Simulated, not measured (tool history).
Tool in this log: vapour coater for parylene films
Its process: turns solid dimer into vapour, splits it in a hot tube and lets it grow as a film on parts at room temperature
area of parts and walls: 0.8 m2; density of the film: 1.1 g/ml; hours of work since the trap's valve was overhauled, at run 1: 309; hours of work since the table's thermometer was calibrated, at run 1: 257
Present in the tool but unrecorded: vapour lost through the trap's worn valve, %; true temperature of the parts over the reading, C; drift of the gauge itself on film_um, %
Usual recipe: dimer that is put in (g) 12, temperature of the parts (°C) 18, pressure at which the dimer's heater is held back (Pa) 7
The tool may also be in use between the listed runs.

run   hour  dimer that is put in (g)  temperature of the parts (°C)  pressure at which the dimer's heater is held back (Pa)  hours of work since the trap's valve was overhauled  hours of work since the table's thermometer was calibrated  thickness of the film (um)
  1      0                        12                             18                                                       7                                                  309                                                         257                        7.83
  2    9.2                        12                             18                                                       7                                                  317                                                         265                        7.92
      25.2  -- trap's valve overhauled
  3   27.9                        12                             18                                                       7                                                    2                                                         277                           9
  4   42.4                        12                             18                                                       7                                                   14                                                         289                        8.93
  5   55.8                        12                             13                                                       7                                                   25                                                         300                        10.4
  6   64.1                        12                             13                                                       7                                                   32                                                         307                       10.42
  7   72.6                        12                             13                                                       7                                                   39                                                         314                       10.31
  8   82.2                        12                             13                                                       7                                                   47                                                         322                        10.3
  9   89.8                        12                             21                                                    11.9                                                   54                                                         329                        7.83
 10  104.4                        12                             19                                                    2.91                                                   66                                                         341                        8.77
 11  116.4                        14                             19                                                    2.91                                                   76                                                         351                       10.38

Forecast each of these 5 alternatives for the next run:
  A  122.7                        16                             11                                                    2.91                                                   81                                                         356                           ?
  B  122.7                        11                             13                                                    2.26                                                   81                                                         356                           ?
  C  122.7                         8                             19                                                   11.63                                                   81                                                         356                           ?
  D  122.7                         7                             25                                                    3.32                                                   81                                                         356                           ?
  E  122.7                        14                             22                                                    2.91                                                   81                                                         356                           ?

run  thickness of the film (um)
  A                       15.23
  B                       10.04
  C                        5.42
  D                        4.19
  E                        9.27
With the hidden condition removed and each run's random variation left untouched, the same runs would have given:
run  thickness of the film (um)
  A                       15.88
  B                       10.47
  C                        5.65
  D                        4.36
  E                        9.67

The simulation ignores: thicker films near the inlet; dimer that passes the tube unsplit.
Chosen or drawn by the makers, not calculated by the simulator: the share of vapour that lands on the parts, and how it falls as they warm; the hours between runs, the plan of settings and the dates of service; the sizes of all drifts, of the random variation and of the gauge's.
